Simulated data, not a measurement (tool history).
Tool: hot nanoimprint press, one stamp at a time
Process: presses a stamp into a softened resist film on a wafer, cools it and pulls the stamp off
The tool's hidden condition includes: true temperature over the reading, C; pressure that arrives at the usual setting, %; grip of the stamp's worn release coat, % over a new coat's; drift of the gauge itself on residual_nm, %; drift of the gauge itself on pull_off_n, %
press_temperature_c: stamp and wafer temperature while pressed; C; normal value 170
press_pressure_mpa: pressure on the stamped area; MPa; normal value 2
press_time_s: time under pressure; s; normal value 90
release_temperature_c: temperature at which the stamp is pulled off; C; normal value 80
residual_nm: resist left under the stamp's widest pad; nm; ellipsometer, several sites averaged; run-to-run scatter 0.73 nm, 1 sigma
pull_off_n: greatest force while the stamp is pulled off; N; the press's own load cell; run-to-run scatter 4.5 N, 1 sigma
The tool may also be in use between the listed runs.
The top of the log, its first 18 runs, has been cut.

| run | hour | press_temperature_c | press_pressure_mpa | press_time_s | release_temperature_c | hours of work since the thermocouple was calibrated | imprints on the stamp's release coat | hours of work since the press's seals were changed | residual_nm | pull_off_n |
|---|---|---|---|---|---|---|---|---|---|---|
| 19 | 995.8 | 170 | 1.47 | 103 | 74 | 194 | 407 | 298 | 115.6 | 268 |
| 20 | 1076.1 | 174 | 1.47 | 102 | 80 | 255 | 741 | 359 | 93.8 | 245 |
| 21 | 1131.8 | 174 | 1.48 | 102 | 80 | 298 | 973 | 402 | 91.7 | 253 |
| 22 | 1214 | 175 | 2.26 | 53 | 80 | 360 | 1315 | 464 | 91.5 | 251 |
| 23 | 1274.1 | 175 | 2.26 | 53 | 80 | 406 | 1565 | 510 | 90.9 | 266 |
| 24 | 1337.9 | 179 | 2.26 | 53 | 83 | 455 | 1831 | 559 | 72.8 | 253 |
|  | 1353.2 | stamp cleaned and given a new release coat |
| 25 | 1409.6 | 174 | 2.26 | 90 | 84 | 505 | 234 | 609 | 77.6 | 194 |
|  | 1439.3 | press's hydraulic seals changed and the load cell set to zero |
|  | 1466 | plate thermocouple calibrated |
| 26 | 1472.7 | 164 | 1.22 | 61 | 80 | 5 | 451 | 23 | 172.1 | 239 |
| 27 | 1515.3 | 166 | 2.46 | 116 | 80 | 38 | 628 | 56 | 114.7 | 246 |
| 28 | 1581.5 | 166 | 1.8 | 90 | 74 | 88 | 904 | 106 | 136.8 | 290 |
| 29 | 1649.2 | 175 | 2.1 | 90 | 74 | 140 | 1186 | 158 | 81.5 | 303 |
| 30 | 1723.8 | 182 | 2.56 | 83 | 80 | 197 | 1496 | 215 | 52.1 | 285 |

Consider 3 possible next runs. They are alternatives, not a sequence: every one starts from the tool as it was left by run 30. What does each give?
| A | 1779.8 | 177 | 3.07 | 90 | 80 | 240 | 1730 | 258 | ? | ? |
| B | 1779.8 | 182 | 2.74 | 83 | 80 | 240 | 1730 | 258 | ? | ? |
| C | 1779.8 | 168 | 3.05 | 90 | 73 | 240 | 1730 | 258 | ? | ? |

| run | residual_nm | pull_off_n |
|---|---|---|
| A | 59.5 | 288 |
| B | 50 | 290 |
| C | 99 | 346 |
With the hidden condition removed and each run's random variation left untouched, the same runs would have given:
| run | residual_nm | pull_off_n |
|---|---|---|
| A | 61.5 | 223 |
| B | 51.6 | 223 |
| C | 102.5 | 266 |
